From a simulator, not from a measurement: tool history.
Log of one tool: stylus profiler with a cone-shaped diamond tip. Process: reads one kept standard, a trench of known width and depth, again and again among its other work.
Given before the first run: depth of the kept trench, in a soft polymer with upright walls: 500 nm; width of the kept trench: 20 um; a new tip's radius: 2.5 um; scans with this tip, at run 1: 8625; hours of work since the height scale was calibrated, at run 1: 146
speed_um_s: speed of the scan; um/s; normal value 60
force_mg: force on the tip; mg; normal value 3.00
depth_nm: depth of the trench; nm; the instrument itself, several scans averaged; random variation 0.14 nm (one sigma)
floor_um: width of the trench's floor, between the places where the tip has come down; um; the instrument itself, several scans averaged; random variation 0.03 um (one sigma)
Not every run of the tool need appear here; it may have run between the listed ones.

run,hour,speed_um_s,force_mg,scans with this tip,hours of work since the height scale was calibrated,depth_nm,floor_um
1,0.0,60,3.00,8625,146,506.17,15.77
2,60.6,60,3.00,8825,182,506.09,15.76
3,144.6,60,1.72,9103,232,504.43,15.69
4,221.7,60,1.72,9357,279,504.50,15.67
5,261.3,60,1.58,9488,302,504.00,15.65
6,350.1,60,3.00,9781,356,506.27,15.67
7,421.5,60,3.00,10017,399,506.46,15.66
8,494.1,60,3.00,10256,442,506.35,15.63
9,582.4,36,3.00,10548,495,506.41,15.68
10,658.3,36,3.00,10798,541,506.67,15.62
11,739.4,182,1.75,11066,589,504.88,15.03
12,807.0,105,1.07,11289,630,503.67,15.19
13,890.6,105,1.07,11565,680,503.79,15.13
14,973.9,105,1.07,11840,730,504.00,15.13
15,1032.5,105,6.21,12033,765,510.57,15.41
16,1084.0,105,6.21,12204,796,510.62,15.42
17,1127.8,105,6.21,12348,823,510.80,15.37
18,1218.4,105,6.21,12647,877,510.85,15.33
19,1297.4,33,2.51,12908,924,506.49,15.47

Alternative continuations, all from the tool just after run 19; predict every row:
A,1348.6,27,7.70,13077,955,?,?
B,1348.6,91,4.61,13077,955,?,?
C,1348.6,33,3.57,13077,955,?,?

run,depth_nm,floor_um
A,512.57,15.43
B,509.05,15.35
C,507.63,15.42
What these runs would have given with no unlogged condition in the tool:
run,depth_nm,floor_um
A,511.37,16.90
B,507.86,16.82
C,506.44,16.89
